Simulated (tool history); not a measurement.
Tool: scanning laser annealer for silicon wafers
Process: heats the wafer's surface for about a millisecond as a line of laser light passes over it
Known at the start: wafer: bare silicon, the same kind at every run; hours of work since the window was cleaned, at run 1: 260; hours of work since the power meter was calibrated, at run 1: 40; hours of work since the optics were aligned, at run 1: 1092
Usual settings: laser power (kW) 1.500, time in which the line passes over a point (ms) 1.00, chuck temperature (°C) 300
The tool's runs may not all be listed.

run	hour	laser power (kW)	time in which the line passes over a point (ms)	chuck temperature (°C)	hours of work since the window was cleaned	hours of work since the power meter was calibrated	hours of work since the optics were aligned	highest temperature of the surface (°C)
1	0.0	1.500	1.00	300	260	40	1092	993
2	30.1	1.500	1.00	300	277	57	1108	990
3	56.8	1.500	1.00	300	291	71	1123	988
4	93.2	1.500	1.00	300	311	91	1143	988
5	120.9	1.500	1.00	300	326	106	1158	988
6	162.1	1.500	1.00	300	349	129	1180	985
7	183.2	1.500	1.00	300	360	140	1192	988
8	222.5	1.500	1.00	300	381	162	1213	984
9	252.9	1.500	1.00	300	398	178	1230	987
10	291.3	1.500	1.00	300	419	199	1251	984
# hour 316.4: optics aligned, line set to its width
11	335.0	1.420	1.00	300	440	220	10	949
12	378.8	1.420	1.00	300	464	244	34	950
13	417.7	1.420	1.00	300	485	265	55	947
14	441.0	1.550	1.00	300	498	278	68	1024
15	473.8	1.500	0.85	300	516	296	86	936
16	509.2	1.500	0.85	300	535	315	105	936
17	546.8	1.521	1.00	300	556	336	126	1003
18	578.3	1.500	1.00	300	573	353	143	990
19	608.6	1.500	1.00	300	589	370	159	990
20	628.3	1.500	1.00	300	600	380	170	989
21	673.8	1.402	0.76	273	625	405	195	814
22	701.4	1.492	0.97	305	640	420	210	975
23	734.9	1.326	0.71	340	658	438	228	823
24	760.0	1.569	1.00	286	672	452	242	1010
25	803.2	1.343	0.93	265	695	476	265	832
26	829.0	1.518	0.96	283	710	490	280	956
27	858.7	1.631	0.76	283	726	506	296	932
28	891.2	1.461	0.76	283	743	524	313	845
29	936.5	1.582	0.76	283	768	548	338	905
30	967.8	1.408	1.25	273	785	565	355	975
31	992.8	1.408	1.25	273	799	579	369	975
32	1015.2	1.408	1.25	273	811	591	381	973
33	1038.2	1.500	1.00	274	824	604	394	946
# hour 1059.1: window over the wafer cleaned
34	1081.6	1.500	1.00	274	12	626	416	998
35	1122.9	1.500	1.00	309	35	649	439	1032
36	1167.9	1.345	1.00	293	59	673	463	920
37	1197.6	1.505	1.18	261	76	690	480	1051
38	1232.5	1.505	1.13	277	95	709	499	1045
39	1267.3	1.618	0.79	284	114	728	518	979
40	1293.8	1.500	1.14	304	128	742	532	1074

3 ways to go on from here, each from the tool as it stands after run 40. What would each give?
A	1315.4	1.500	0.91	273	140	754	544	?
B	1315.4	1.487	1.10	304	140	754	544	?
C	1315.4	1.500	1.09	304	140	754	544	?

run	highest temperature of the surface (°C)
A	952
B	1048
C	1052
Without the tool's hidden state the same runs would have given:
run	highest temperature of the surface (°C)
A	968
B	1066
C	1070

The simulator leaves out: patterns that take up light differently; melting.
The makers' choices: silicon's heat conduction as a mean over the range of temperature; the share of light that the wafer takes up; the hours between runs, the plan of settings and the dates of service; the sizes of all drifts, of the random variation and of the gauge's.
